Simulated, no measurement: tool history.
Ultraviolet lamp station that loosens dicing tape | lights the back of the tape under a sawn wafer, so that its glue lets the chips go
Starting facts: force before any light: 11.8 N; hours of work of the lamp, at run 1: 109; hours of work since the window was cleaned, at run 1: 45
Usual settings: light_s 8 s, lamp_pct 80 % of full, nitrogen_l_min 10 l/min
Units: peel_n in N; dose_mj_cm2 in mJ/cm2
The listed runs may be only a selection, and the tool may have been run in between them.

| run | day | light_s | lamp_pct | nitrogen_l_min | hours of work of the lamp | hours of work since the window was cleaned | peel_n | dose_mj_cm2 |
|---|---|---|---|---|---|---|---|---|
| 1 | 0.000 | 8 | 80 | 10 | 109 | 45 | 0.330 | 290 |
| 2 | 2.567 | 8 | 80 | 10 | 142 | 78 | 0.358 | 291 |
| 3 | 4.283 | 8 | 80 | 10 | 164 | 100 | 0.368 | 287 |
| 4 | 6.225 | 8 | 80 | 8 | 188 | 124 | 0.493 | 283 |
| 5 | 8.142 | 8 | 80 | 8 | 213 | 149 | 0.504 | 277 |
| 6 | 9.842 | 8 | 88 | 8 | 234 | 170 | 0.407 | 309 |
| 7 | 11.854 | 8 | 88 | 8 | 260 | 196 | 0.412 | 300 |
| 8 | 13.871 | 7 | 84 | 10 | 286 | 221 | 0.569 | 247 |
| 9 | 16.362 | 13 | 72 | 15 | 317 | 253 | 0.104 | 388 |
| 10 | 19.312 | 13 | 72 | 15 | 355 | 291 | 0.109 | 383 |
|  | 19.592 | window cleaned of glue's vapour |
| 11 | 21.071 | 6 | 72 | 6 | 377 | 19 | 1.975 | 169 |
| 12 | 22.604 | 6 | 72 | 6 | 396 | 38 | 2.102 | 167 |
| 13 | 24.533 | 6 | 72 | 6 | 421 | 63 | 2.068 | 166 |
| 14 | 26.100 | 8 | 80 | 4 | 441 | 83 | 1.439 | 246 |

Per-run results on a tool with no hidden state, each run keeping its own random variation:
The tool's hidden condition here consists of: lamp's light, % of a new lamp's; light that the window lets through, % of a clean one's; drift of the gauge itself on peel_n, %; drift of the gauge itself on dose_mj_cm2, %.
| run | peel_n | dose_mj_cm2 |
|---|---|---|
| 1 | 0.280 | 306 |
| 2 | 0.291 | 311 |
| 3 | 0.287 | 311 |
| 4 | 0.377 | 310 |
| 5 | 0.370 | 308 |
| 6 | 0.286 | 346 |
| 7 | 0.279 | 341 |
| 8 | 0.379 | 284 |
| 9 | 0.078 | 454 |
| 10 | 0.078 | 457 |
| 11 | 1.319 | 209 |
| 12 | 1.379 | 209 |
| 13 | 1.329 | 210 |
| 14 | 0.814 | 314 |
